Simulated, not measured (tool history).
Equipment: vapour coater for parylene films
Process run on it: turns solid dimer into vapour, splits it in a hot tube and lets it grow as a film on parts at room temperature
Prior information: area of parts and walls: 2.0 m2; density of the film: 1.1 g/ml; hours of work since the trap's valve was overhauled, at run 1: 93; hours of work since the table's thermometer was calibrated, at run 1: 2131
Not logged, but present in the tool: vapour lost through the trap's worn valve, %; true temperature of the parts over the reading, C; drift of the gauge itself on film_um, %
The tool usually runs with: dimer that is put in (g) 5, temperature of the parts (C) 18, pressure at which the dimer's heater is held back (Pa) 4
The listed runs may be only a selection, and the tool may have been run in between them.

run   hour  dimer that is put in (g)  temperature of the parts (C)  pressure at which the dimer's heater is held back (Pa)  hours of work since the trap's valve was overhauled  hours of work since the table's thermometer was calibrated  thickness of the film (nm)
  1      0                         5                            18                                                       4                                                   93                                                        2131                        1820
      28.4  -- table's thermometer calibrated
  2   31.3                         5                            18                                                    3.19                                                  120                                                           3                        1880
  3   74.1                         4                            18                                                       4                                                  158                                                          40                        1460
  4  117.1                         5                            17                                                       4                                                  196                                                          78                        1900
  5  168.2                         5                            17                                                       4                                                  241                                                         123                        1910
     206.8  -- trap's valve overhauled
  6  219.6                         5                            17                                                       4                                                   11                                                         165                        1900
  7  267.7                         3                            18                                                       4                                                   54                                                         207                        1100
  8  295.2                         3                            18                                                       4                                                   78                                                         232                        1090
  9  344.9                         3                            18                                                    2.33                                                  122                                                         275                        1170
 10  400.7                         2                            10                                                    9.14                                                  171                                                         325                         900
 11    465                         5                            17                                                       4                                                  227                                                         381                        1930
       519  -- trap's valve overhauled
 12  522.2                         4                            12                                                       4                                                    3                                                         428                        1800
 13  553.7                         4                            10                                                    2.26                                                   31                                                         456                        1780

5 ways to go on from here, each from the tool as it stands after run 13. What would each give?
  A  609.1                         7                            10                                                    4.14                                                   79                                                         505                           ?
  B  609.1                         6                            11                                                    8.81                                                   79                                                         505                           ?
  C  609.1                         4                            10                                                     4.1                                                   79                                                         505                           ?
  D  609.1                         6                            10                                                    2.26                                                   79                                                         505                           ?
  E  609.1                         4                            14                                                    7.03                                                   79                                                         505                           ?

run  thickness of the film (nm)
  A                        3150
  B                        2680
  C                        1800
  D                        2700
  E                        1610
Without the tool's hidden state the same runs would have given:
run  thickness of the film (nm)
  A                        3120
  B                        2650
  C                        1780
  D                        2670
  E                        1590
